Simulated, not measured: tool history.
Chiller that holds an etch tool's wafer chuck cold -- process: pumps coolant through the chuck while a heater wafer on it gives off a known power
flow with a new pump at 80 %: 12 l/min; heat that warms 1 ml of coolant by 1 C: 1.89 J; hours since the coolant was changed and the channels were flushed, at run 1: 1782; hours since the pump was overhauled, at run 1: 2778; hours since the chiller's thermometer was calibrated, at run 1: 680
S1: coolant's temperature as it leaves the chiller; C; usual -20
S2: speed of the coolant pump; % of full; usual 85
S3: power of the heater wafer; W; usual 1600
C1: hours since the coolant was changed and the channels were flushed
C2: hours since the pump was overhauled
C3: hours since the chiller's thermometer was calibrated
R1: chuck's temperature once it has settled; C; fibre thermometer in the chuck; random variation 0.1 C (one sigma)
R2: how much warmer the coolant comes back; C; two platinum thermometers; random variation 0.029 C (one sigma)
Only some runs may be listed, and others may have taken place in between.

run    hour   S1  S2    S3    C1    C2    C3     R1    R2
  1       0  -20  85  1600  1782  2778   680   -5.4  4.14
  2   118.8  -20  85  1600  1901  2896   799   -5.3  4.13
  3   198.9  -20  85  1600  1981  2976   879   -5.3  4.17
  4   259.3  -18  85  1600  2041  3037   939   -3.2  4.19
  5   351.4  -18  85  1600  2133  3129  1031   -3.1   4.2
  6   475.2  -18  85  1600  2257  3253  1155     -3  4.21
  7   568.6  -18  85  1600  2350  3346  1248     -3  4.22
  8   680.2  -12  85  1600  2462  3458  1360    3.2  4.23
  9   749.3  -12  85  1600  2531  3527  1429    3.1   4.2
 10   805.6  -12  68  1600  2587  3583  1486    5.5  5.36
 11   871.7  -12  68  1600  2654  3649  1552    5.7  5.39
 12   999.9  -12  68  1600  2782  3777  1680    5.7  5.39
 13  1109.1  -22  85  1600  2891  3887  1789   -6.6  4.25
 14  1215.2  -25  85  1600  2997  3993  1895   -9.7  4.26
 15  1328.1  -20  85  1202  3110  4106  2008   -8.5  3.22
 16  1412.3  -20  85  1202  3194  4190  2092   -8.4  3.25
 17  1499.3  -20  85  1202  3281  4277  2179   -8.4   3.2
 18  1556.3  -20  95  1922  3338  4334  2236   -2.6  4.53
 19  1684.7  -20  95  1922  3466  4462  2365   -2.8  4.58
 20  1762.9  -25  70  1904  3545  4540  2443   -3.8   6.3
 21  1870.2  -25  70  1904  3652  4648  2550   -3.8  6.29
     1877.5  -- chiller's thermometer calibrated
 22  1969.2  -25  70  1904  3750  4746    92   -3.4  6.28
 23  2091.9  -18  92  2236  3873  4868   214      3  5.56
 24  2211.7  -20  85   961  3993  4988   334  -10.7  2.62
 25  2302.8  -20  85   961  4084  5079   425  -10.3  2.63
     2359.3  -- chiller's thermometer calibrated, once more
 26  2429.8  -25  61  1088  4210  5205    70  -11.1  4.21
 27  2524.5  -24  78  1936  4304  5300   165   -3.1  5.77
 28  2626.8  -23  77  1936  4407  5402   267   -1.9  5.86
 29  2738.7  -21  71  1936  4519  5514   379    1.4  6.34
 30  2840.6  -11  70  1936  4620  5616   481   11.8  6.52
 31  2916.3  -20  61  1364  4696  5692   557   -2.4  5.35
 32  3019.9  -20  97  1600  4800  5795   661     -5  3.87
 33  3128.4  -13  97  1600  4908  5904   769    2.3  3.81

Forecast each of these 3 alternatives for the next run:
  A  3250.2  -27  93  1600  5030  6026  891   ?   ?
  B  3250.2  -18  83  1575  5030  6026  891   ?   ?
  C  3250.2  -20  62  1977  5030  6026  891   ?   ?

run     R1    R2
  A  -11.4  4.02
  B   -1.4  4.48
  C    5.4  7.63
What these runs would have given with no unlogged condition in the tool:
run     R1    R2
  A  -14.3  3.61
  B   -4.5  4.03
  C    0.6  6.86
